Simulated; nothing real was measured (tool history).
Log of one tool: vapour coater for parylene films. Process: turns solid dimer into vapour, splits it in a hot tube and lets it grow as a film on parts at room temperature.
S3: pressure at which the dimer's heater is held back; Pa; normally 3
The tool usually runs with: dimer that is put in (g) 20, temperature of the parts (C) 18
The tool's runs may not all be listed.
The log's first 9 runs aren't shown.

{"run": 10, "hour": 253.4, "dimer that is put in (g)": 20, "temperature of the parts (C)": 19, "S3": 3, "thickness of the film (nm)": 5280}
{"run": 11, "hour": 273.0, "dimer that is put in (g)": 20, "temperature of the parts (C)": 19, "S3": 3, "thickness of the film (nm)": 5280}
{"run": 12, "hour": 302.5, "dimer that is put in (g)": 20, "temperature of the parts (C)": 19, "S3": 3, "thickness of the film (nm)": 5290}
{"run": 13, "hour": 338.1, "dimer that is put in (g)": 20, "temperature of the parts (C)": 18, "S3": 3, "thickness of the film (nm)": 5400}
{"run": 14, "hour": 368.7, "dimer that is put in (g)": 20, "temperature of the parts (C)": 18, "S3": 3, "thickness of the film (nm)": 5420}
{"run": 15, "hour": 392.3, "dimer that is put in (g)": 20, "temperature of the parts (C)": 18, "S3": 3, "thickness of the film (nm)": 5400}
{"run": 16, "hour": 409.1, "dimer that is put in (g)": 20, "temperature of the parts (C)": 21, "S3": 3, "thickness of the film (nm)": 5060}
{"run": 17, "hour": 427.1, "dimer that is put in (g)": 20, "temperature of the parts (C)": 21, "S3": 3, "thickness of the film (nm)": 5080}
{"run": 18, "hour": 442.7, "dimer that is put in (g)": 8, "temperature of the parts (C)": 11, "S3": 3, "thickness of the film (nm)": 2520}
{"run": 19, "hour": 475.0, "dimer that is put in (g)": 14, "temperature of the parts (C)": 13, "S3": 4.55, "thickness of the film (nm)": 3880}
{"run": 20, "hour": 500.2, "dimer that is put in (g)": 14, "temperature of the parts (C)": 13, "S3": 2.64, "thickness of the film (nm)": 4360}

Run 21 comes next. What will it give?
{"run": 21, "hour": 517.5, "dimer that is put in (g)": 22, "temperature of the parts (C)": 24, "S3": 7.54, "thickness of the film (nm)": "?"}

thickness of the film (nm): 4390
Were there no unlogged condition in the tool, this run, its random variation unchanged, would have produced thickness of the film (nm) 4390.
